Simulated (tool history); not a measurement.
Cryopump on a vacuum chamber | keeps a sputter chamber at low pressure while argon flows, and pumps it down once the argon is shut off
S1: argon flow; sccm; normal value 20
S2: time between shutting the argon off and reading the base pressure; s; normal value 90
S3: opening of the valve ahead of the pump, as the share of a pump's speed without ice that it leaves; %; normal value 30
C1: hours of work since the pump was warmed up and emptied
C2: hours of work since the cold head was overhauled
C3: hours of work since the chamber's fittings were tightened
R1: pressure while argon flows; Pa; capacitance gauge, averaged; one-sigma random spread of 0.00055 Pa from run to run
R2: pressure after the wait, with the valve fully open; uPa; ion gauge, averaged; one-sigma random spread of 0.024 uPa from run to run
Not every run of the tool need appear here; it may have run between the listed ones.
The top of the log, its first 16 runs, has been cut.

run,hour,S1,S2,S3,C1,C2,C3,R1,R2
17,994.1,20,90,30,502,2861,340,0.0610,1.17
18,1068.5,20,90,30,553,2912,391,0.0622,1.21
19,1154.8,40,28,30,613,2971,450,0.1247,2.86
20,1201.4,40,28,30,645,3003,482,0.1250,2.90
21,1238.2,20,90,18,670,3029,507,0.1002,1.34
22,1295.9,20,90,25,710,3068,547,0.0736,1.39
23,1381.3,20,90,25,768,3127,605,0.0744,1.51
24,1427.2,20,90,25,800,3158,637,0.0750,1.52
25,1493.3,20,90,25,845,3204,682,0.0752,1.55
26,1568.2,20,90,25,897,3255,734,0.0767,1.63
27,1653.0,29,90,27,955,3314,792,0.1037,1.73
28,1700.3,20,28,26,987,3346,825,0.0732,3.35
29,1770.6,20,28,26,1036,3394,873,0.0751,3.40
30,1839.5,20,28,26,1083,3442,920,0.0747,3.49
31,1884.7,11,28,58,1114,3473,951,0.0214,3.46
32,1956.7,13,174,47,1164,3522,1001,0.0302,1.70
# hour 1972.9: pump warmed up, emptied and cooled again
33,2012.4,13,21,30,27,3557,1035,0.0372,3.89

Forecast each of these 4 alternatives for the next run:
A,2092.9,13,75,30,82,3612,1091,?,?
B,2092.9,23,126,30,82,3612,1091,?,?
C,2092.9,20,131,30,82,3612,1091,?,?
D,2092.9,13,24,27,82,3612,1091,?,?

run,R1,R2
A,0.0376,1.77
B,0.0685,1.56
C,0.0589,1.48
D,0.0422,3.58
With no hidden state in the tool, these same runs would have given:
run,R1,R2
A,0.0367,0.94
B,0.0669,0.69
C,0.0575,0.63
D,0.0413,2.74
